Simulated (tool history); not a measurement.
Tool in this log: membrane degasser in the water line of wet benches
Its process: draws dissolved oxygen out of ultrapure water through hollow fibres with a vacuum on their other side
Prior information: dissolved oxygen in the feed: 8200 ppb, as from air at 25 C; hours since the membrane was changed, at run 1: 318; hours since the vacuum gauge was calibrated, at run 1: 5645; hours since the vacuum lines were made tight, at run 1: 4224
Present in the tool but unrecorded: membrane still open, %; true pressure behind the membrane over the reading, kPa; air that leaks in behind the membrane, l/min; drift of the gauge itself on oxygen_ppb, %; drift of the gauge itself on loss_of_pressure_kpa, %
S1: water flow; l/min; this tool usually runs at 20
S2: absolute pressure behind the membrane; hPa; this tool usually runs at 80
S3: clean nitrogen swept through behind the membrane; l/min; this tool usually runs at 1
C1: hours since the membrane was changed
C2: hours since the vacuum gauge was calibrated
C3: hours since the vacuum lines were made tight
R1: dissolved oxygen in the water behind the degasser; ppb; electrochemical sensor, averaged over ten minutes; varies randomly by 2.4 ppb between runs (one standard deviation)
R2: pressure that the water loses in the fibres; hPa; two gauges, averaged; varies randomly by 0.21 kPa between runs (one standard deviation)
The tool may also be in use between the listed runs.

run	hour	S1	S2	S3	C1	C2	C3	R1	R2
1	0	20	80	1	318	5645	4224	250.7	481.7
# hour 16.7: vacuum gauge calibrated
2	79.5	20	80	1	397	63	4303	245.8	478.5
3	207.2	20	80	1	525	190	4431	245.8	482.1
4	272.2	29	80	1	590	255	4496	350.6	692.9
5	385.7	20	80	1	703	369	4610	245.4	482.2
6	509.4	20	80	1	827	493	4733	246.7	480
7	599.8	20	80	0.4	918	583	4824	478.7	483.1
8	721.3	20	80	1	1039	705	4945	249.4	481.1
9	779.3	18	80	1	1097	763	5003	223.6	436.5
10	848.9	20	80	1	1167	832	5073	251.2	484.1
11	937.9	29	80	1	1256	921	5162	357.2	699.7
12	1017.5	20	80	1	1335	1001	5241	246.8	484.6
13	1103.8	20	80	1	1421	1087	5328	244.2	486.4
14	1162.4	20	80	0.95	1480	1146	5386	254.1	486.5
15	1293.5	20	80	0.95	1611	1277	5517	256.3	481.9
16	1373.2	20	80	0.58	1691	1356	5597	373.2	486.5
17	1443.4	19	53.1	1.27	1761	1427	5667	107.5	460.5
18	1503.4	19	53.1	1.27	1821	1487	5727	109.7	460.8
19	1600.3	19	53.1	1.27	1918	1584	5824	107.8	463.7
20	1699.3	19	57	0.87	2017	1683	5923	159	464.3
21	1768.8	20	132.3	0.56	2086	1752	5993	720.3	488.9

Predict the results of run 22:
22	1828.9	20	132.3	0.56	2147	1812	6053	?	?

R1: 721.1 ppb
R2: 487 hPa
Without the tool's hidden state the same run would have given R1 711.7 ppb, R2 479 hPa.
